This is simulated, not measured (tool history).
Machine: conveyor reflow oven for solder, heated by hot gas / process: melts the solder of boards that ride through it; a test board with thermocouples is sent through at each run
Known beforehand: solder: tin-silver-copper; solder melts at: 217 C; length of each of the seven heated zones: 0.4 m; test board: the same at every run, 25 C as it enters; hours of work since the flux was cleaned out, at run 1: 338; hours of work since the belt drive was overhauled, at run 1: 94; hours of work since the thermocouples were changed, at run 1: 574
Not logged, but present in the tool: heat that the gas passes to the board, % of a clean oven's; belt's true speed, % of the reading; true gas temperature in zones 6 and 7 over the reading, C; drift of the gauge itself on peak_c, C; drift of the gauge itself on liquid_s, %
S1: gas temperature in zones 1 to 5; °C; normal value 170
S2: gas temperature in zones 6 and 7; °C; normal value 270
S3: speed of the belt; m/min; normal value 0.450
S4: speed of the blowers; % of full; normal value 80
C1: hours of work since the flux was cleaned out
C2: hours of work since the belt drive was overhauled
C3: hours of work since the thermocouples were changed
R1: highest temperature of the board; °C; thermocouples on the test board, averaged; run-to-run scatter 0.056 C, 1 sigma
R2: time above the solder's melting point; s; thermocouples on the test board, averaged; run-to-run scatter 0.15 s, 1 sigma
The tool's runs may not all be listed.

run 1 day=0.000 | S1=170 S2=270 S3=0.450 S4=80 | C1=338 C2=94 C3=574 | R1=259.26 R2=85.6
run 2 day=0.379 | S1=170 S2=270 S3=0.450 S4=80 | C1=342 C2=98 C3=578 | R1=259.20 R2=85.7
run 3 day=0.896 | S1=170 S2=279 S3=0.450 S4=80 | C1=347 C2=103 C3=583 | R1=267.35 R2=91.5
run 4 day=1.421 | S1=170 S2=279 S3=0.450 S4=80 | C1=353 C2=108 C3=588 | R1=267.40 R2=91.4
run 5 day=2.025 | S1=170 S2=262 S3=0.450 S4=80 | C1=359 C2=114 C3=594 | R1=251.90 R2=79.5
run 6 day=2.338 | S1=170 S2=262 S3=0.450 S4=80 | C1=362 C2=118 C3=597 | R1=251.80 R2=79.2
run 7 day=2.958 | S1=170 S2=270 S3=0.450 S4=55 | C1=368 C2=124 C3=604 | R1=252.48 R2=77.5
run 8 day=3.421 | S1=170 S2=278 S3=0.450 S4=80 | C1=373 C2=128 C3=608 | R1=266.36 R2=90.6
run 9 day=3.979 | S1=170 S2=270 S3=0.450 S4=86 | C1=378 C2=134 C3=614 | R1=260.30 R2=86.8
run 10 day=4.496 | S1=170 S2=270 S3=0.450 S4=86 | C1=383 C2=139 C3=619 | R1=260.18 R2=86.5
run 11 day=4.871 | S1=170 S2=270 S3=0.450 S4=80 | C1=387 C2=143 C3=623 | R1=259.06 R2=85.5
run 12 day=5.333 | S1=170 S2=270 S3=0.450 S4=80 | C1=392 C2=148 C3=627 | R1=258.99 R2=85.8
run 13 day=5.904 | S1=170 S2=270 S3=0.474 S4=59 | C1=397 C2=153 C3=633 | R1=251.91 R2=72.8
run 14 day=6.300 | S1=170 S2=270 S3=0.474 S4=59 | C1=401 C2=157 C3=637 | R1=251.87 R2=72.8
run 15 day=6.671 | S1=181 S2=260 S3=0.450 S4=56 | C1=405 C2=161 C3=641 | R1=246.27 R2=76.5
run 16 day=7.017 | S1=181 S2=260 S3=0.395 S4=74 | C1=408 C2=164 C3=644 | R1=253.23 R2=99.5
run 17 day=7.575 | S1=181 S2=260 S3=0.395 S4=74 | C1=414 C2=170 C3=650 | R1=253.23 R2=99.6
run 18 day=8.017 | S1=181 S2=260 S3=0.395 S4=74 | C1=419 C2=174 C3=654 | R1=253.20 R2=99.3
run 19 day=8.625 | S1=181 S2=260 S3=0.395 S4=74 | C1=425 C2=180 C3=660 | R1=253.28 R2=99.4
-- day=8.779 thermocouples of zones 6 and 7 changed
run 20 day=9.104 | S1=162 S2=270 S3=0.450 S4=59 | C1=429 C2=184 C3=3 | R1=250.46 R2=71.7
run 21 day=9.567 | S1=158 S2=270 S3=0.461 S4=60 | C1=433 C2=189 C3=8 | R1=248.98 R2=67.0
run 22 day=10.025 | S1=184 S2=270 S3=0.499 S4=80 | C1=438 C2=194 C3=12 | R1=256.25 R2=80.7
run 23 day=10.458 | S1=159 S2=258 S3=0.499 S4=80 | C1=442 C2=198 C3=17 | R1=241.66 R2=55.4

Branching from run 23: 5 alternative next runs. What would each branch give?
-- day=11.262 flux residue cleaned out of gas plates and filters
run A day=11.267 | S1=159 S2=266 S3=0.440 S4=57 | C1=0 C2=204 C3=23 | R1=? R2=?
-- day=11.262 flux residue cleaned out of gas plates and filters
run B day=11.267 | S1=164 S2=270 S3=0.450 S4=80 | C1=0 C2=204 C3=23 | R1=? R2=?
-- day=11.262 flux residue cleaned out of gas plates and filters
run C day=11.267 | S1=158 S2=260 S3=0.425 S4=80 | C1=0 C2=204 C3=23 | R1=? R2=?
-- day=11.262 flux residue cleaned out of gas plates and filters
run D day=11.267 | S1=159 S2=265 S3=0.499 S4=89 | C1=0 C2=204 C3=23 | R1=? R2=?
-- day=11.262 flux residue cleaned out of gas plates and filters
run E day=11.267 | S1=170 S2=282 S3=0.376 S4=50 | C1=0 C2=204 C3=23 | R1=? R2=?

run=A R1=248.42 R2=71.1
run=B R1=258.48 R2=83.1
run=C R1=249.95 R2=79.0
run=D R1=252.41 R2=68.1
run=E R1=267.37 R2=109.5
Stripped of hidden state, with their random variation kept, the same runs would have yielded:
run=A R1=248.75 R2=71.3
run=B R1=258.86 R2=83.2
run=C R1=250.32 R2=79.3
run=D R1=252.81 R2=68.3
run=E R1=267.68 R2=109.4
